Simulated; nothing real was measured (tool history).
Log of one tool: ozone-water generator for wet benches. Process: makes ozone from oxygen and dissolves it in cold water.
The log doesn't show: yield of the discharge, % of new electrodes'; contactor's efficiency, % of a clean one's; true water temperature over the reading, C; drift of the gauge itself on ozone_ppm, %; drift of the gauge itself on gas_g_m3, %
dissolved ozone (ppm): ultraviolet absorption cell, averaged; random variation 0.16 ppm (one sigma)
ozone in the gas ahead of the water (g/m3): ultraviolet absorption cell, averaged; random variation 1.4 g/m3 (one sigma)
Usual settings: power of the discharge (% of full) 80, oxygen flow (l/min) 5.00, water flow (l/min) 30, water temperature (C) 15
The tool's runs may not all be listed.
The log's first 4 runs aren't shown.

run,day,power of the discharge (% of full),oxygen flow (l/min),water flow (l/min),water temperature (C),hours of work since the electrodes were changed,hours of work since the contactor was cleaned,hours of work since the thermometer was calibrated,dissolved ozone (ppm),ozone in the gas ahead of the water (g/m3)
5,23.608,80,5.00,33,15,2636,6803,643,17.4,258.3
6,28.992,80,3.69,33,15,2716,6883,724,15.6,285.0
7,37.242,80,3.69,20,15,2839,7006,847,25.8,282.6
8,45.688,80,5.00,30,15,2965,7132,972,19.2,256.2
9,50.229,80,5.00,30,15,3032,7199,1040,19.4,259.3
10,54.425,80,5.00,26,15,3095,7262,1102,22.3,256.4
11,57.925,80,5.00,30,16,3147,7314,1155,19.0,254.6
12,65.700,80,5.00,30,18,3263,7430,1270,18.4,254.6
13,70.404,80,5.00,30,15,3333,7500,1340,19.4,256.0
14,78.404,80,5.00,30,15,3452,7619,1460,19.3,257.2
15,81.954,80,5.00,30,15,3505,7672,1512,19.1,255.5
16,87.579,80,5.00,30,15,3589,7756,1596,19.1,257.5
17,94.825,80,3.13,45,15,3697,7863,1704,9.7,293.7
18,102.588,74,4.17,19,15,3812,7979,1820,26.5,261.1
19,107.942,69,4.07,19,15,3892,8059,1899,25.2,250.4
20,116.442,69,4.07,19,15,4019,8185,2026,25.4,251.6
21,122.954,40,5.71,30,15,4116,8282,2123,14.0,170.0
22,131.092,40,5.71,30,15,4237,8404,2244,13.6,171.0
23,137.667,93,3.67,38,23,4335,8502,2342,13.0,303.2
24,142.775,93,3.67,38,23,4411,8578,2418,12.9,299.0
25,148.242,80,2.75,39,15,4492,8659,2500,10.6,304.3
26,153.638,63,5.00,30,16,4573,8739,2580,16.5,224.5
27,160.400,80,5.00,31,15,4673,8840,2681,18.0,253.7
28,166.196,80,5.00,31,15,4760,8926,2767,18.3,253.0

Forecast run 29:
29,174.667,80,5.00,31,15,4886,9053,2893,?,?

dissolved ozone (ppm): 18.2
ozone in the gas ahead of the water (g/m3): 250.5
Without the tool's hidden state the same run would have given dissolved ozone (ppm) 20.5, ozone in the gas ahead of the water (g/m3) 262.6.
